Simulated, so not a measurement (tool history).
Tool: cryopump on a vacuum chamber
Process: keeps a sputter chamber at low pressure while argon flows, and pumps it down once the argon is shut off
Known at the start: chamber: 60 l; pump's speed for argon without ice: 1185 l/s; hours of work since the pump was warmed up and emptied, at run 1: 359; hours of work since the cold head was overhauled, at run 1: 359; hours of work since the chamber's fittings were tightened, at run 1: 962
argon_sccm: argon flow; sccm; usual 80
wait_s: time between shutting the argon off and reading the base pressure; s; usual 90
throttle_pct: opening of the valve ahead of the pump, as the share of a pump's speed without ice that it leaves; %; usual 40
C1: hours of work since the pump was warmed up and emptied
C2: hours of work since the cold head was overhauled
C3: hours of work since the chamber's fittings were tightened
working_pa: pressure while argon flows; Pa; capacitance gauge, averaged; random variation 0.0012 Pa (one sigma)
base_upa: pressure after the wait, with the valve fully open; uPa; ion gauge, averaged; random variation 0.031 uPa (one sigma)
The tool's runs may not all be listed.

run 1 hour=0.0 | argon_sccm=80 wait_s=90 throttle_pct=40 | C1=359 C2=359 C3=962 | working_pa=0.3391 base_upa=3.01
run 2 hour=9.0 | argon_sccm=80 wait_s=90 throttle_pct=40 | C1=365 C2=365 C3=968 | working_pa=0.3392 base_upa=2.95
run 3 hour=26.7 | argon_sccm=80 wait_s=90 throttle_pct=40 | C1=378 C2=378 C3=981 | working_pa=0.3417 base_upa=3.02
run 4 hour=37.4 | argon_sccm=78 wait_s=90 throttle_pct=40 | C1=386 C2=386 C3=989 | working_pa=0.3365 base_upa=3.03
run 5 hour=52.7 | argon_sccm=78 wait_s=90 throttle_pct=40 | C1=397 C2=397 C3=1000 | working_pa=0.3379 base_upa=3.03
-- hour=58.9 pump warmed up, emptied and cooled again
run 6 hour=69.5 | argon_sccm=80 wait_s=90 throttle_pct=40 | C1=8 C2=406 C3=1009 | working_pa=0.2881 base_upa=2.54
run 7 hour=80.0 | argon_sccm=80 wait_s=90 throttle_pct=40 | C1=15 C2=414 C3=1017 | working_pa=0.2874 base_upa=2.53
run 8 hour=93.3 | argon_sccm=80 wait_s=90 throttle_pct=30 | C1=25 C2=424 C3=1027 | working_pa=0.3833 base_upa=2.58
run 9 hour=105.6 | argon_sccm=80 wait_s=90 throttle_pct=19 | C1=34 C2=433 C3=1036 | working_pa=0.6093 base_upa=2.59
run 10 hour=113.4 | argon_sccm=80 wait_s=90 throttle_pct=19 | C1=40 C2=438 C3=1041 | working_pa=0.6026 base_upa=2.60
run 11 hour=126.6 | argon_sccm=80 wait_s=90 throttle_pct=19 | C1=50 C2=448 C3=1051 | working_pa=0.6048 base_upa=2.55
run 12 hour=134.5 | argon_sccm=80 wait_s=90 throttle_pct=19 | C1=55 C2=454 C3=1057 | working_pa=0.6047 base_upa=2.56
run 13 hour=151.0 | argon_sccm=80 wait_s=90 throttle_pct=19 | C1=67 C2=466 C3=1069 | working_pa=0.6097 base_upa=2.59
run 14 hour=167.7 | argon_sccm=80 wait_s=90 throttle_pct=19 | C1=80 C2=478 C3=1081 | working_pa=0.6149 base_upa=2.55
run 15 hour=184.5 | argon_sccm=80 wait_s=90 throttle_pct=19 | C1=92 C2=490 C3=1093 | working_pa=0.6130 base_upa=2.63
run 16 hour=194.7 | argon_sccm=80 wait_s=90 throttle_pct=19 | C1=99 C2=498 C3=1101 | working_pa=0.6141 base_upa=2.70
run 17 hour=208.2 | argon_sccm=44 wait_s=90 throttle_pct=15 | C1=109 C2=508 C3=1111 | working_pa=0.4270 base_upa=2.58
run 18 hour=215.9 | argon_sccm=73 wait_s=218 throttle_pct=32 | C1=115 C2=513 C3=1116 | working_pa=0.3387 base_upa=1.86
run 19 hour=227.0 | argon_sccm=52 wait_s=62 throttle_pct=43 | C1=123 C2=522 C3=1125 | working_pa=0.1810 base_upa=3.36
run 20 hour=239.3 | argon_sccm=62 wait_s=79 throttle_pct=21 | C1=132 C2=531 C3=1134 | working_pa=0.4284 base_upa=2.85

Forecast run 21:
run 21 hour=249.2 | argon_sccm=62 wait_s=79 throttle_pct=21 | C1=139 C2=538 C3=1141 | working_pa=? base_upa=?

{"run 21": {"working_pa": 0.4351, "base_upa": 2.96}}
Without the tool's hidden state the same run would have given working_pa 0.4223 Pa, base_upa 1.78 uPa.
